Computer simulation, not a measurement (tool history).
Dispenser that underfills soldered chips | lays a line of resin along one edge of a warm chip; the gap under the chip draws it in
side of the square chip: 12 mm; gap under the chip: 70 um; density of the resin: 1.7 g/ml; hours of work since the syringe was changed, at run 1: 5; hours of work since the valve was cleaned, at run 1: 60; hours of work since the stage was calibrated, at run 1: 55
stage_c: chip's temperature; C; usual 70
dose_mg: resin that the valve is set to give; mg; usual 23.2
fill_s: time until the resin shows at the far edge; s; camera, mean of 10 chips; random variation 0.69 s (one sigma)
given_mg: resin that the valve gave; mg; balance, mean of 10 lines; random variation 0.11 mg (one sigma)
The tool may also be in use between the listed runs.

run,day,stage_c,dose_mg,hours of work since the syringe was changed,hours of work since the valve was cleaned,hours of work since the stage was calibrated,fill_s,given_mg
1,0.000,70,23.2,5,60,55,85.6,22.08
2,0.246,70,24.0,8,64,59,111.6,23.04
# day 0.392: new syringe of resin
3,0.658,70,24.0,4,70,65,80.6,23.03
4,0.921,70,22.8,8,74,69,108.5,21.70
# day 1.088: new syringe of resin
5,1.492,68,23.2,6,83,77,106.4,21.83
# day 1.800: new syringe of resin
6,2.062,67,23.2,4,91,86,94.1,21.68
7,2.317,70,28.7,8,95,90,101.4,27.04
# day 2.517: new syringe of resin
8,2.621,70,23.2,2,99,94,69.0,21.67
9,3.050,70,25.1,8,106,101,107.7,23.46
# day 3.250: new syringe of resin
10,3.388,70,25.1,2,111,106,69.5,23.67
11,3.746,70,23.2,8,116,111,104.8,21.59
# day 3.938: new syringe of resin
12,3.992,70,23.2,1,120,115,66.2,21.41
13,4.262,70,23.2,5,124,119,86.7,21.33
# day 4.658: new syringe of resin
14,4.662,70,23.2,0,130,125,62.8,21.30
15,4.988,70,23.2,5,135,130,88.3,21.29
# day 5.354: new syringe of resin
16,5.429,70,23.2,1,141,136,67.2,21.09
17,5.712,84,23.2,5,146,141,46.1,20.89
# day 5.912: dispensing valve cleaned and set on the balance
# day 6.125: new syringe of resin
18,6.167,70,24.5,1,4,147,61.8,24.36
19,6.554,66,26.8,7,10,153,109.3,26.86
# day 6.862: new syringe of resin
20,6.921,60,23.2,1,15,158,108.6,23.04
21,7.442,60,23.2,9,23,166,187.8,22.80
# day 7.583: new syringe of resin
22,7.821,55,25.5,4,29,172,162.2,24.98
23,8.088,62,29.5,8,33,176,146.1,28.79
# day 8.288: new syringe of resin
24,8.429,80,20.0,2,38,181,45.0,19.51
25,8.829,66,22.4,8,44,187,131.0,21.59
# day 9.004: new syringe of resin
26,9.371,66,22.4,6,52,195,108.2,21.53
# day 9.717: new syringe of resin
27,9.717,84,27.0,0,57,200,29.0,25.80
28,10.096,84,27.0,6,63,206,43.3,26.08
# day 10.421: new syringe of resin
29,10.579,81,28.9,2,70,213,40.5,27.50
30,10.838,81,28.9,6,74,217,51.9,27.46
# day 11.125: new syringe of resin
31,11.246,55,25.3,2,80,223,144.7,24.00
32,11.788,70,22.0,10,88,231,121.9,20.84
# day 11.842: new syringe of resin
33,12.283,63,23.7,7,95,238,136.0,22.23
# day 12.538: new syringe of resin
34,12.550,63,23.7,0,99,242,85.8,22.16
35,13.125,63,22.1,9,108,251,164.1,20.59

How the hidden state differs across the entries between the runs, from the last listed run before each to the first after it:
Between runs 2 and 3: new syringe of resin (day 0.392)
  resin's viscosity, % of fresh resin's: 179.1 -> 130.2; dose that the valve gives, % of what is set: 95.78 -> 95.37; true chip temperature over the reading, C: 0.27 -> 0.31
  measured less the result without the state, fill_s: +49.2 -> +18.5 s; given_mg: -1.01 -> -1.11 mg
Between runs 4 and 5: new syringe of resin (day 1.088)
  resin's viscosity, % of fresh resin's: 171.4 -> 154; dose that the valve gives, % of what is set: 95.12 -> 94.63; true chip temperature over the reading, C: 0.33 -> 0.38
  measured less the result without the state, fill_s: +45.1 -> +37.0 s; given_mg: -1.12 -> -1.24 mg
Between runs 5 and 6: new syringe of resin (day 1.800)
  resin's viscosity, % of fresh resin's: 154 -> 132; dose that the valve gives, % of what is set: 94.63 -> 94.07; true chip temperature over the reading, C: 0.38 -> 0.42
  measured less the result without the state, fill_s: +37.0 -> +22.7 s; given_mg: -1.24 -> -1.37 mg
Between runs 7 and 8: new syringe of resin (day 2.517)
  resin's viscosity, % of fresh resin's: 172.6 -> 112.7; dose that the valve gives, % of what is set: 93.84 -> 93.53; true chip temperature over the reading, C: 0.44 -> 0.47
  measured less the result without the state, fill_s: +41.9 -> +7.5 s; given_mg: -1.77 -> -1.49 mg
Between runs 9 and 10: new syringe of resin (day 3.250)
  resin's viscosity, % of fresh resin's: 177.5 -> 115.5; dose that the valve gives, % of what is set: 93.13 -> 92.85; true chip temperature over the reading, C: 0.51 -> 0.53
  measured less the result without the state, fill_s: +46.5 -> +8.7 s; given_mg: -1.73 -> -1.81 mg
Between runs 11 and 12: new syringe of resin (day 3.938)
  resin's viscosity, % of fresh resin's: 168.9 -> 105.7; dose that the valve gives, % of what is set: 92.52 -> 92.28; true chip temperature over the reading, C: 0.56 -> 0.58
  measured less the result without the state, fill_s: +42.6 -> +3.2 s; given_mg: -1.74 -> -1.79 mg
Between runs 13 and 14: new syringe of resin (day 4.658)
  resin's viscosity, % of fresh resin's: 140.7 -> 101.1; dose that the valve gives, % of what is set: 92.02 -> 91.67; true chip temperature over the reading, C: 0.6 -> 0.64
  measured less the result without the state, fill_s: +24.7 -> +0.3 s; given_mg: -1.86 -> -1.94 mg
Between runs 15 and 16: new syringe of resin (day 5.354)
  resin's viscosity, % of fresh resin's: 142.3 -> 108.9; dose that the valve gives, % of what is set: 91.33 -> 90.94; true chip temperature over the reading, C: 0.67 -> 0.71
  measured less the result without the state, fill_s: +26.0 -> +5.1 s; given_mg: -2.02 -> -2.11 mg
Between runs 17 and 18: dispensing valve cleaned and set on the balance (day 5.912); new syringe of resin (day 6.125)
  resin's viscosity, % of fresh resin's: 147.3 -> 103.3; dose that the valve gives, % of what is set: 90.63 -> 99.71; true chip temperature over the reading, C: 0.73 -> 0.76
  measured less the result without the state, fill_s: +14.7 -> -0.3 s; given_mg: -2.16 -> -0.07 mg
Between runs 19 and 20: new syringe of resin (day 6.862)
  resin's viscosity, % of fresh resin's: 155.8 -> 108.7; dose that the valve gives, % of what is set: 99.34 -> 99; true chip temperature over the reading, C: 0.8 -> 0.82
  measured less the result without the state, fill_s: +36.3 -> +4.4 s; given_mg: -0.18 -> -0.23 mg
Between runs 21 and 22: new syringe of resin (day 7.583)
  resin's viscosity, % of fresh resin's: 188.6 -> 127.7; dose that the valve gives, % of what is set: 98.46 -> 98.13; true chip temperature over the reading, C: 0.87 -> 0.9
  measured less the result without the state, fill_s: +84.0 -> +29.2 s; given_mg: -0.36 -> -0.48 mg
Between runs 23 and 24: new syringe of resin (day 8.288)
  resin's viscosity, % of fresh resin's: 169.1 -> 115.8; dose that the valve gives, % of what is set: 97.87 -> 97.58; true chip temperature over the reading, C: 0.92 -> 0.95
  measured less the result without the state, fill_s: +55.5 -> +4.8 s; given_mg: -0.63 -> -0.48 mg
Between runs 25 and 26: new syringe of resin (day 9.004)
  resin's viscosity, % of fresh resin's: 176.8 -> 149.1; dose that the valve gives, % of what is set: 97.15 -> 96.67; true chip temperature over the reading, C: 0.98 -> 1.03
  measured less the result without the state, fill_s: +53.8 -> +32.5 s; given_mg: -0.64 -> -0.75 mg
Between runs 26 and 27: new syringe of resin (day 9.717)
  resin's viscosity, % of fresh resin's: 149.1 -> 98.7; dose that the valve gives, % of what is set: 96.67 -> 96.34; true chip temperature over the reading, C: 1.03 -> 1.06
  measured less the result without the state, fill_s: +32.5 -> -1.7 s; given_mg: -0.75 -> -0.98 mg
Between runs 28 and 29: new syringe of resin (day 10.421)
  resin's viscosity, % of fresh resin's: 147.6 -> 119.5; dose that the valve gives, % of what is set: 95.97 -> 95.53; true chip temperature over the reading, C: 1.09 -> 1.13
  measured less the result without the state, fill_s: +12.7 -> +4.9 s; given_mg: -1.09 -> -1.29 mg
Between runs 30 and 31: new syringe of resin (day 11.125)
  resin's viscosity, % of fresh resin's: 157.1 -> 114.4; dose that the valve gives, % of what is set: 95.26 -> 94.88; true chip temperature over the reading, C: 1.16 -> 1.19
  measured less the result without the state, fill_s: +17.2 -> +11.0 s; given_mg: -1.37 -> -1.29 mg
Between runs 32 and 33: new syringe of resin (day 11.842)
  resin's viscosity, % of fresh resin's: 203.7 -> 158.6; dose that the valve gives, % of what is set: 94.29 -> 93.84; true chip temperature over the reading, C: 1.24 -> 1.28
  measured less the result without the state, fill_s: +59.4 -> +45.8 s; given_mg: -1.26 -> -1.46 mg
Between runs 33 and 34: new syringe of resin (day 12.538)
  resin's viscosity, % of fresh resin's: 158.6 -> 102.5; dose that the valve gives, % of what is set: 93.84 -> 93.59; true chip temperature over the reading, C: 1.28 -> 1.31
  measured less the result without the state, fill_s: +45.8 -> -2.2 s; given_mg: -1.46 -> -1.52 mg

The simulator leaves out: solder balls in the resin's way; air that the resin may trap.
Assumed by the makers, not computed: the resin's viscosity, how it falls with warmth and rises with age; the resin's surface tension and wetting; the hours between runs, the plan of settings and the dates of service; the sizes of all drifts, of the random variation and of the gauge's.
